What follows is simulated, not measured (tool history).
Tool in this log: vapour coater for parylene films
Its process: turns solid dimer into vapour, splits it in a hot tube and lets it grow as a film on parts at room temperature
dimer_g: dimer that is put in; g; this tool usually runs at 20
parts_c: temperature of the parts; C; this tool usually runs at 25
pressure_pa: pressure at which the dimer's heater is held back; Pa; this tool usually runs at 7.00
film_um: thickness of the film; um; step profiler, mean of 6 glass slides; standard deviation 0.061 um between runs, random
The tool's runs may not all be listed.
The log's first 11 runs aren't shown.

Run 12, hour 200.5: usual settings but pressure_pa 3.45 Pa. Result: film_um 8.52 um.
Run 13, hour 216.9: usual settings but pressure_pa 3.45 Pa. Result: film_um 8.48 um.
Run 14, hour 241.6: usual settings but pressure_pa 3.45 Pa. Result: film_um 8.43 um.
Run 15, hour 258.4: usual settings but pressure_pa 3.45 Pa. Result: film_um 8.37 um.
Run 16, hour 272.4: usual settings but parts_c 33 C. Result: film_um 6.59 um.
Run 17, hour 286.0: usual settings but parts_c 33 C. Result: film_um 6.54 um.
Run 18, hour 311.0: usual settings but parts_c 33 C. Result: film_um 6.59 um.
Run 19, hour 331.2: usual settings but parts_c 33 C. Result: film_um 6.56 um.
Run 20, hour 346.5: usual settings but dimer_g 19 g, parts_c 26 C, pressure_pa 10.22 Pa. Result: film_um 7.22 um.
Run 21, hour 360.7: usual settings but dimer_g 13 g, parts_c 23 C, pressure_pa 6.08 Pa. Result: film_um 5.51 um.
Run 22, hour 374.8: usual settings but dimer_g 26 g, parts_c 26 C, pressure_pa 2.19 Pa. Result: film_um 10.72 um.
Run 23, hour 394.3: usual settings but dimer_g 26 g, parts_c 26 C, pressure_pa 2.19 Pa. Result: film_um 10.92 um.
Run 24, hour 413.5: usual settings but dimer_g 26 g, parts_c 26 C, pressure_pa 2.19 Pa. Result: film_um 10.70 um.
Run 25, hour 424.8: usual settings but dimer_g 17 g, parts_c 28 C, pressure_pa 4.05 Pa. Result: film_um 6.54 um.
Run 26, hour 435.5: usual settings but dimer_g 25 g, parts_c 21 C, pressure_pa 3.44 Pa. Result: film_um 11.47 um.
Run 27, hour 449.3: usual settings but dimer_g 25 g, parts_c 21 C, pressure_pa 3.44 Pa. Result: film_um 11.42 um.
Run 28, hour 462.6: usual settings but dimer_g 19 g, pressure_pa 3.65 Pa. Result: film_um 7.77 um.
Run 29, hour 486.1: usual settings but dimer_g 16 g, parts_c 19 C, pressure_pa 8.58 Pa. Result: film_um 7.26 um.
Run 30, hour 500.3: usual settings but dimer_g 16 g, parts_c 35 C, pressure_pa 8.58 Pa. Result: film_um 4.85 um.
Run 31, hour 523.0: usual settings but dimer_g 16 g, parts_c 22 C, pressure_pa 8.90 Pa. Result: film_um 6.68 um.

Alternative continuations, all from the tool just after run 31; predict every row:
Run A, hour 541.6: usual settings but dimer_g 26 g, parts_c 22 C, pressure_pa 8.90 Pa. Result: film_um ?.
Run B, hour 541.6: usual settings but dimer_g 18 g, parts_c 18 C, pressure_pa 11.92 Pa. Result: film_um ?.
Run C, hour 541.6: usual settings but dimer_g 9 g, parts_c 18 C, pressure_pa 4.97 Pa. Result: film_um ?.
Run D, hour 541.6: usual settings but dimer_g 16 g, parts_c 22 C, pressure_pa 3.69 Pa. Result: film_um ?.

run  film_um
  A    10.83
  B     8.16
  C     4.29
  D     7.05
The same runs, with their run-to-run variation unchanged, on a tool lacking any hidden condition would have given:
run  film_um
  A    11.59
  B     8.74
  C     4.59
  D     7.55

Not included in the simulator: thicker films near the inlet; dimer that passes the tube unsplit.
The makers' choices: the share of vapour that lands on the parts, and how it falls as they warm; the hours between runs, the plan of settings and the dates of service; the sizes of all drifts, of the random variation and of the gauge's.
